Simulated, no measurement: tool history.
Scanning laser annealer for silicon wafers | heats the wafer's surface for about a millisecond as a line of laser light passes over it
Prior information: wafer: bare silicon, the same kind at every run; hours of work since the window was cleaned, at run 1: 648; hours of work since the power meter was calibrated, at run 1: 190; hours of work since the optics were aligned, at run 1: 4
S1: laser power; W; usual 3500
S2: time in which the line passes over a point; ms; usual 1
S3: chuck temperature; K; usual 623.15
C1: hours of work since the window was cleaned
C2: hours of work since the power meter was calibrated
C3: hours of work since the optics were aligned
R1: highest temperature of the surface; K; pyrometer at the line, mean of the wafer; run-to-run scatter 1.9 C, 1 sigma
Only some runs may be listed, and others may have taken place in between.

run 1 hour=0 | S1=3500 S2=1 S3=623.15 | C1=648 C2=190 C3=4 | R1=1465.15
run 2 hour=7.5 | S1=3500 S2=1 S3=603.15 | C1=654 C2=196 C3=10 | R1=1443.15
run 3 hour=14.3 | S1=3500 S2=1 S3=603.15 | C1=659 C2=201 C3=15 | R1=1445.15
run 4 hour=24.7 | S1=3500 S2=1 S3=603.15 | C1=667 C2=209 C3=23 | R1=1447.15
run 5 hour=31.4 | S1=3657 S2=1 S3=623.15 | C1=672 C2=214 C3=28 | R1=1508.15
run 6 hour=36.9 | S1=3657 S2=1 S3=623.15 | C1=676 C2=218 C3=33 | R1=1503.15
run 7 hour=42.9 | S1=3657 S2=1 S3=623.15 | C1=681 C2=223 C3=37 | R1=1501.15
run 8 hour=49.2 | S1=3657 S2=1 S3=623.15 | C1=685 C2=227 C3=42 | R1=1506.15
run 9 hour=54 | S1=3657 S2=1 S3=623.15 | C1=689 C2=231 C3=46 | R1=1502.15
run 10 hour=63.7 | S1=3500 S2=1 S3=623.15 | C1=697 C2=239 C3=53 | R1=1464.15
run 11 hour=72.1 | S1=3500 S2=1 S3=623.15 | C1=703 C2=245 C3=60 | R1=1470.15
run 12 hour=81 | S1=3500 S2=1 S3=623.15 | C1=710 C2=252 C3=66 | R1=1464.15
run 13 hour=86.4 | S1=3472 S2=1 S3=623.15 | C1=714 C2=256 C3=70 | R1=1457.15
run 14 hour=94.9 | S1=3472 S2=1.09 S3=634.15 | C1=720 C2=262 C3=77 | R1=1510.15
run 15 hour=102.9 | S1=3340 S2=1.09 S3=587.15 | C1=726 C2=269 C3=83 | R1=1423.15
run 16 hour=111.6 | S1=3340 S2=1.09 S3=587.15 | C1=733 C2=275 C3=90 | R1=1424.15
run 17 hour=119.3 | S1=3340 S2=1.09 S3=587.15 | C1=739 C2=281 C3=96 | R1=1421.15

Run 18 is up next; what results do you expect?
run 18 hour=129.2 | S1=3469 S2=0.85 S3=596.15 | C1=747 C2=289 C3=103 | R1=?

For run 18 the tool returned R1 1365.15 K.
Without the tool's hidden state the same run would have given R1 1366.15 K.
